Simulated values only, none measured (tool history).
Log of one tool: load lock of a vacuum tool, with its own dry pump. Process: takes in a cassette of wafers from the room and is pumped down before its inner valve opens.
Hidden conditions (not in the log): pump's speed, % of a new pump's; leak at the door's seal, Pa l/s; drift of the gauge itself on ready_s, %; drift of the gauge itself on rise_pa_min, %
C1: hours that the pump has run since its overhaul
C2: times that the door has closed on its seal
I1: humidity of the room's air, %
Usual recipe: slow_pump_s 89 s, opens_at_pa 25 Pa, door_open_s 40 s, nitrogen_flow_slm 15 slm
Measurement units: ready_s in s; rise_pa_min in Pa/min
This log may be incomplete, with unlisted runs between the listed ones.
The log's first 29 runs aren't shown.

run 30 hour=2906.3 | slow_pump_s=89 opens_at_pa=22 door_open_s=40 nitrogen_flow_slm=15 | C1=3920 C2=29469 | I1=46.2 | ready_s=139.6 rise_pa_min=0.042
run 31 hour=3027.1 | slow_pump_s=89 opens_at_pa=28 door_open_s=40 nitrogen_flow_slm=17 | C1=4041 C2=29963 | I1=46.1 | ready_s=135.6 rise_pa_min=0.041
run 32 hour=3111.7 | slow_pump_s=97 opens_at_pa=24 door_open_s=26 nitrogen_flow_slm=8 | C1=4126 C2=30310 | I1=41.8 | ready_s=144 rise_pa_min=0.041
run 33 hour=3227.3 | slow_pump_s=97 opens_at_pa=24 door_open_s=26 nitrogen_flow_slm=8 | C1=4241 C2=30783 | I1=45.1 | ready_s=144.8 rise_pa_min=0.037
run 34 hour=3347.5 | slow_pump_s=60 opens_at_pa=25 door_open_s=92 nitrogen_flow_slm=15 | C1=4361 C2=31276 | I1=48 | ready_s=110.6 rise_pa_min=0.056
run 35 hour=3406.4 | slow_pump_s=60 opens_at_pa=25 door_open_s=92 nitrogen_flow_slm=15 | C1=4420 C2=31517 | I1=45.6 | ready_s=110.5 rise_pa_min=0.052
run 36 hour=3469.3 | slow_pump_s=89 opens_at_pa=25 door_open_s=45 nitrogen_flow_slm=30 | C1=4483 C2=31774 | I1=44 | ready_s=137.7 rise_pa_min=0.03
run 37 hour=3607.2 | slow_pump_s=84 opens_at_pa=20 door_open_s=25 nitrogen_flow_slm=15 | C1=4621 C2=32339 | I1=43.4 | ready_s=135 rise_pa_min=0.032

Each row is a separate what-if for the run after 37, all from the same tool condition, not one after another. Results?
run A hour=3745.1 | slow_pump_s=89 opens_at_pa=25 door_open_s=40 nitrogen_flow_slm=9 | C1=4759 C2=32904 | I1=43.1 | ready_s=? rise_pa_min=?
run B hour=3745.1 | slow_pump_s=89 opens_at_pa=25 door_open_s=120 nitrogen_flow_slm=15 | C1=4759 C2=32904 | I1=43.4 | ready_s=? rise_pa_min=?
run C hour=3745.1 | slow_pump_s=94 opens_at_pa=20 door_open_s=25 nitrogen_flow_slm=15 | C1=4759 C2=32904 | I1=47 | ready_s=? rise_pa_min=?
run D hour=3745.1 | slow_pump_s=89 opens_at_pa=30 door_open_s=40 nitrogen_flow_slm=15 | C1=4759 C2=32904 | I1=47 | ready_s=? rise_pa_min=?

run=A ready_s=137.8 rise_pa_min=0.043
run=B ready_s=137.5 rise_pa_min=0.057
run=C ready_s=142.9 rise_pa_min=0.037
run=D ready_s=138 rise_pa_min=0.045
With no hidden state in the tool, these same runs would have given:
run=A ready_s=137.8 rise_pa_min=0.041
run=B ready_s=137.4 rise_pa_min=0.055
run=C ready_s=142.9 rise_pa_min=0.035
run=D ready_s=137.9 rise_pa_min=0.043
